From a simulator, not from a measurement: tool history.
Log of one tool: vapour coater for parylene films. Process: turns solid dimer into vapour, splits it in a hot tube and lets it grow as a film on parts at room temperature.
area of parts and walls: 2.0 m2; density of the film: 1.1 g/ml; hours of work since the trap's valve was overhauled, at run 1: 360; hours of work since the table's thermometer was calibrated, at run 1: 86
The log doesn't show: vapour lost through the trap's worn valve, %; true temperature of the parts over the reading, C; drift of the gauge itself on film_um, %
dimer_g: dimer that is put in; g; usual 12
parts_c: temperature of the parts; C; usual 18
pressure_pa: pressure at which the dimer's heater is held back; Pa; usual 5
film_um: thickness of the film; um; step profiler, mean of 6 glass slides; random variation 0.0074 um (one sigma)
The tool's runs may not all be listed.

| run | day | dimer_g | parts_c | pressure_pa | hours of work since the trap's valve was overhauled | hours of work since the table's thermometer was calibrated | film_um |
|---|---|---|---|---|---|---|---|
| 1 | 0 | 12 | 18 | 5 | 360 | 86 | 3.176 |
|  | 0.712 | trap's valve overhauled |
| 2 | 2.521 | 12 | 18 | 5 | 29 | 124 | 3.189 |
| 3 | 4.508 | 12 | 18 | 5 | 61 | 155 | 3.192 |
| 4 | 5.567 | 12 | 18 | 7.17 | 77 | 172 | 3.023 |
| 5 | 7.308 | 12 | 18 | 7.17 | 105 | 200 | 3.026 |
| 6 | 9.754 | 12 | 18 | 5.55 | 144 | 239 | 3.144 |
| 7 | 11.883 | 12 | 30 | 5.55 | 178 | 273 | 2.1 |
| 8 | 14.429 | 12 | 30 | 5.55 | 219 | 314 | 2.093 |
| 9 | 15.483 | 12 | 30 | 5.55 | 236 | 330 | 2.095 |
| 10 | 17.079 | 12 | 30 | 5.55 | 261 | 356 | 2.102 |
| 11 | 18.996 | 12 | 30 | 5.55 | 292 | 386 | 2.084 |
| 12 | 21.254 | 12 | 30 | 5.55 | 328 | 422 | 2.097 |
| 13 | 22.654 | 12 | 30 | 2.08 | 350 | 445 | 2.399 |
|  | 23.912 | trap's valve overhauled |
| 14 | 23.958 | 12 | 10 | 5 | 1 | 463 | 4.182 |
| 15 | 26.15 | 12 | 10 | 5 | 36 | 498 | 4.173 |
| 16 | 27.458 | 12 | 10 | 5 | 57 | 519 | 4.183 |
| 17 | 28.55 | 12 | 27 | 5 | 74 | 536 | 2.357 |
| 18 | 31.004 | 12 | 27 | 5.94 | 113 | 575 | 2.304 |
| 19 | 32.488 | 12 | 17 | 5.94 | 137 | 599 | 3.209 |
| 20 | 34.758 | 12 | 17 | 5.94 | 173 | 635 | 3.211 |
| 21 | 35.854 | 12 | 17 | 5.94 | 191 | 653 | 3.211 |
| 22 | 37.821 | 12 | 13 | 5 | 222 | 684 | 3.767 |
| 23 | 39.096 | 15 | 24 | 11.67 | 242 | 704 | 2.883 |
| 24 | 41.317 | 15 | 24 | 3.7 | 278 | 740 | 3.394 |
| 25 | 43.067 | 15 | 24 | 3.7 | 306 | 768 | 3.401 |
| 26 | 44.2 | 9 | 29 | 5.24 | 324 | 786 | 1.642 |
| 27 | 46.688 | 9 | 29 | 5.24 | 363 | 826 | 1.635 |
|  | 47.096 | trap's valve overhauled |
| 28 | 48.85 | 12 | 16 | 10.56 | 28 | 857 | 3.079 |
| 29 | 51.15 | 12 | 16 | 10.56 | 65 | 894 | 3.071 |
| 30 | 53.725 | 12 | 16 | 10.56 | 106 | 935 | 3.071 |
| 31 | 56.1 | 11 | 10 | 4.57 | 144 | 973 | 3.877 |
|  | 58.033 | table's thermometer calibrated |
| 32 | 58.712 | 5 | 10 | 4.57 | 185 | 11 | 1.754 |
| 33 | 60.433 | 5 | 10 | 4.57 | 212 | 38 | 1.753 |
| 34 | 62.675 | 5 | 10 | 4.57 | 248 | 74 | 1.755 |
| 35 | 64.729 | 19 | 10 | 3.16 | 281 | 107 | 7.028 |
| 36 | 67.292 | 19 | 19 | 3.16 | 322 | 148 | 5.203 |
| 37 | 69.279 | 6 | 27 | 9.81 | 353 | 179 | 1.07 |
|  | 70.312 | trap's valve overhauled |
| 38 | 70.842 | 6 | 27 | 9.81 | 8 | 202 | 1.07 |
| 39 | 72.746 | 12 | 27 | 10.41 | 39 | 232 | 2.127 |

Hidden state or all else? Some run-to-run changes of film_um, split into what the settings, what came in and random variation would give without the hidden state, and what is left for the hidden state (with any gauge scatter that isn't in both results):
Run 1 -> 2: trap's valve overhauled. film_um +0.013 um: hidden state +0.01, all else +0.003.
Run 31 -> 32: dimer_g 11 -> 5, table's thermometer calibrated. film_um -2.123 um: hidden state -0.01, all else -2.113.
Run 34 -> 35: dimer_g 5 -> 19, pressure_pa 4.57 -> 3.16. film_um +5.273 um: hidden state -0.016, all else +5.289.
Run 36 -> 37: dimer_g 19 -> 6, parts_c 19 -> 27, pressure_pa 3.16 -> 9.81. film_um -4.133 um: hidden state +0.013, all else -4.146.
